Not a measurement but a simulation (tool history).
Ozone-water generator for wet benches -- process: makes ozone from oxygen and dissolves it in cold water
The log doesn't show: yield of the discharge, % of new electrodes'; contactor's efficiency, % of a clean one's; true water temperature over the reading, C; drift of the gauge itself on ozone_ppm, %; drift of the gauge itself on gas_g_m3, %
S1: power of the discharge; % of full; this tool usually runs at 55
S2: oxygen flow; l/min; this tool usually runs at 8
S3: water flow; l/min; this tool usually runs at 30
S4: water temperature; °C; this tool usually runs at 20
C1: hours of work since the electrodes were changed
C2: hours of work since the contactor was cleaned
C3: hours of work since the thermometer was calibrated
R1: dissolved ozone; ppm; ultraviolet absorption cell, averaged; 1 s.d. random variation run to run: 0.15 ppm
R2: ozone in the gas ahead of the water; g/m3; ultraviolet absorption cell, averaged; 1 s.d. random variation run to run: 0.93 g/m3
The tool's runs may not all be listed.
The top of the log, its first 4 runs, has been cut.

Run 5, hour 143.8: usual settings; C1 106; C2 4810; C3 987. Result: R1 17.6 ppm, R2 158.2 g/m3.
Run 6, hour 177.6: usual settings but S4 22 °C; C1 129; C2 4833; C3 1010. Result: R1 16.7 ppm, R2 156.4 g/m3.
Run 7, hour 213.5: usual settings but S4 22 °C; C1 153; C2 4857; C3 1034. Result: R1 17 ppm, R2 157.5 g/m3.
Run 8, hour 247.1: usual settings but S3 35 l/min, S4 22 °C; C1 176; C2 4880; C3 1057. Result: R1 15.3 ppm, R2 156.6 g/m3.
Run 9, hour 293.3: usual settings but S3 35 l/min, S4 22 °C; C1 207; C2 4911; C3 1088. Result: R1 15.2 ppm, R2 156.9 g/m3.
Run 10, hour 316.8: usual settings but S3 35 l/min, S4 22 °C; C1 223; C2 4927; C3 1104. Result: R1 15.3 ppm, R2 156.1 g/m3.
Run 11, hour 345.9: usual settings; C1 243; C2 4947; C3 1124. Result: R1 17.2 ppm, R2 158.8 g/m3.
Run 12, hour 387.5: usual settings; C1 271; C2 4975; C3 1152. Result: R1 17.2 ppm, R2 156.6 g/m3.
At hour 401.3: contactor cleaned.
Run 13, hour 431.3: usual settings; C1 298; C2 20; C3 1179. Result: R1 17.2 ppm, R2 156.2 g/m3.
Run 14, hour 466.8: usual settings; C1 322; C2 44; C3 1203. Result: R1 17.1 ppm, R2 156.9 g/m3.
Run 15, hour 508.9: usual settings; C1 351; C2 73; C3 1231. Result: R1 17 ppm, R2 156.8 g/m3.
Run 16, hour 559.9: usual settings; C1 385; C2 107; C3 1266. Result: R1 17.1 ppm, R2 157.1 g/m3.
At hour 596.4: contactor cleaned, once more.
Run 17, hour 605.4: usual settings; C1 413; C2 6; C3 1294. Result: R1 17.6 ppm, R2 154.2 g/m3.
Run 18, hour 654.8: usual settings but S1 44 % of full, S2 6.31 l/min, S3 20 l/min; C1 447; C2 40; C3 1328. Result: R1 19.3 ppm, R2 150.1 g/m3.
Run 19, hour 699.8: usual settings but S4 26 °C; C1 477; C2 70; C3 1358. Result: R1 16 ppm, R2 156.5 g/m3.
Run 20, hour 749: usual settings but S4 26 °C; C1 511; C2 103; C3 1391. Result: R1 15.9 ppm, R2 155.3 g/m3.
Run 21, hour 789.3: usual settings but S4 26 °C; C1 538; C2 131; C3 1419. Result: R1 16.3 ppm, R2 155.7 g/m3.
Run 22, hour 812.2: usual settings but S1 52 % of full, S2 4.71 l/min, S4 16 °C; C1 553; C2 146; C3 1434. Result: R1 17.8 ppm, R2 203.1 g/m3.
Run 23, hour 844.9: usual settings but S2 6.33 l/min, S3 27 l/min, S4 12 °C; C1 576; C2 168; C3 1456. Result: R1 21.6 ppm, R2 178.7 g/m3.
Run 24, hour 893.8: usual settings but S2 6.33 l/min, S3 25 l/min, S4 12 °C; C1 609; C2 201; C3 1490. Result: R1 22.4 ppm, R2 178.5 g/m3.
Run 25, hour 921.2: usual settings but S1 44 % of full, S2 8.75 l/min, S3 21 l/min, S4 12 °C; C1 627; C2 220; C3 1508. Result: R1 20.6 ppm, R2 123 g/m3.
Run 26, hour 947.4: usual settings but S1 44 % of full, S2 8.75 l/min, S3 21 l/min, S4 12 °C; C1 645; C2 238; C3 1526. Result: R1 20.9 ppm, R2 122.9 g/m3.

Run 27 comes next. What will it give?
Run 27, hour 986.6: usual settings but S1 44 % of full, S2 8.75 l/min, S3 21 l/min, S4 12 °C; C1 672; C2 264; C3 1552. Result: R1 ?, R2 ?.

{"run 27": {"R1": 20.9, "R2": 122.4}}
With no hidden state in the tool, this same run would have given R1 21.1 ppm, R2 123.3 g/m3.
